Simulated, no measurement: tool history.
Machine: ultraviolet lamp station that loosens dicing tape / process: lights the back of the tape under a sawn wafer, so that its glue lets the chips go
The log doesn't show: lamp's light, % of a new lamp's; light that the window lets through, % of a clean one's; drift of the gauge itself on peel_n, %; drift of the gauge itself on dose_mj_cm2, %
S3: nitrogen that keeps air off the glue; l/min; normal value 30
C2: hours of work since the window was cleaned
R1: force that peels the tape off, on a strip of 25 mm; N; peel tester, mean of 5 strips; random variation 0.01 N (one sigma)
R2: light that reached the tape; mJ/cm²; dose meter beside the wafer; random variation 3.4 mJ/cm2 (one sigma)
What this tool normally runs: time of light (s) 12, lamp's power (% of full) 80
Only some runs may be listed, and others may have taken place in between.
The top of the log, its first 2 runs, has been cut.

run 3 day=1.171 | time_of_light_(s)=12 lamp's_power_(%_of_full)=80 S3=30 | hours_of_work_of_the_lamp=46 C2=397 | R1=0.585 R2=465
run 4 day=2.321 | time_of_light_(s)=12 lamp's_power_(%_of_full)=80 S3=30 | hours_of_work_of_the_lamp=60 C2=412 | R1=0.598 R2=457
-- day=2.579 window cleaned of glue's vapour
run 5 day=2.879 | time_of_light_(s)=12 lamp's_power_(%_of_full)=80 S3=9 | hours_of_work_of_the_lamp=67 C2=4 | R1=1.239 R2=424
run 6 day=3.733 | time_of_light_(s)=12 lamp's_power_(%_of_full)=80 S3=9 | hours_of_work_of_the_lamp=78 C2=14 | R1=1.227 R2=425
run 7 day=4.992 | time_of_light_(s)=12 lamp's_power_(%_of_full)=80 S3=42 | hours_of_work_of_the_lamp=93 C2=30 | R1=0.581 R2=419
run 8 day=5.858 | time_of_light_(s)=12 lamp's_power_(%_of_full)=80 S3=42 | hours_of_work_of_the_lamp=104 C2=41 | R1=0.597 R2=418
run 9 day=6.742 | time_of_light_(s)=12 lamp's_power_(%_of_full)=80 S3=30 | hours_of_work_of_the_lamp=115 C2=52 | R1=0.702 R2=411
run 10 day=7.533 | time_of_light_(s)=12 lamp's_power_(%_of_full)=80 S3=30 | hours_of_work_of_the_lamp=125 C2=62 | R1=0.723 R2=408
run 11 day=8.242 | time_of_light_(s)=12 lamp's_power_(%_of_full)=80 S3=30 | hours_of_work_of_the_lamp=134 C2=71 | R1=0.712 R2=404
-- day=9.129 window cleaned of glue's vapour, once more
run 12 day=9.283 | time_of_light_(s)=12 lamp's_power_(%_of_full)=80 S3=30 | hours_of_work_of_the_lamp=147 C2=2 | R1=0.548 R2=503
run 13 day=10.562 | time_of_light_(s)=12 lamp's_power_(%_of_full)=80 S3=30 | hours_of_work_of_the_lamp=163 C2=18 | R1=0.536 R2=490
run 14 day=11.346 | time_of_light_(s)=12 lamp's_power_(%_of_full)=80 S3=30 | hours_of_work_of_the_lamp=172 C2=28 | R1=0.545 R2=490
run 15 day=12.125 | time_of_light_(s)=12 lamp's_power_(%_of_full)=80 S3=30 | hours_of_work_of_the_lamp=182 C2=37 | R1=0.555 R2=489
run 16 day=12.667 | time_of_light_(s)=9 lamp's_power_(%_of_full)=80 S3=30 | hours_of_work_of_the_lamp=189 C2=44 | R1=0.871 R2=365
run 17 day=13.229 | time_of_light_(s)=9 lamp's_power_(%_of_full)=80 S3=30 | hours_of_work_of_the_lamp=196 C2=51 | R1=0.867 R2=361
run 18 day=14.171 | time_of_light_(s)=12 lamp's_power_(%_of_full)=80 S3=30 | hours_of_work_of_the_lamp=208 C2=63 | R1=0.570 R2=472
run 19 day=14.921 | time_of_light_(s)=8 lamp's_power_(%_of_full)=80 S3=30 | hours_of_work_of_the_lamp=217 C2=72 | R1=1.042 R2=318
run 20 day=16.004 | time_of_light_(s)=8 lamp's_power_(%_of_full)=80 S3=30 | hours_of_work_of_the_lamp=231 C2=86 | R1=1.049 R2=308
run 21 day=16.696 | time_of_light_(s)=8 lamp's_power_(%_of_full)=80 S3=30 | hours_of_work_of_the_lamp=239 C2=95 | R1=1.066 R2=306
run 22 day=17.858 | time_of_light_(s)=8 lamp's_power_(%_of_full)=80 S3=30 | hours_of_work_of_the_lamp=254 C2=109 | R1=0.997 R2=306

For run 23, what comes out?
run 23 day=18.788 | time_of_light_(s)=8 lamp's_power_(%_of_full)=68 S3=35 | hours_of_work_of_the_lamp=265 C2=121 | R1=? R2=?

{"run 23": {"R1": 1.203, "R2": 256}}
If the tool had no hidden condition, the same run with the same run-to-run variation would have returned R1 0.966 N, R2 311 mJ/cm².
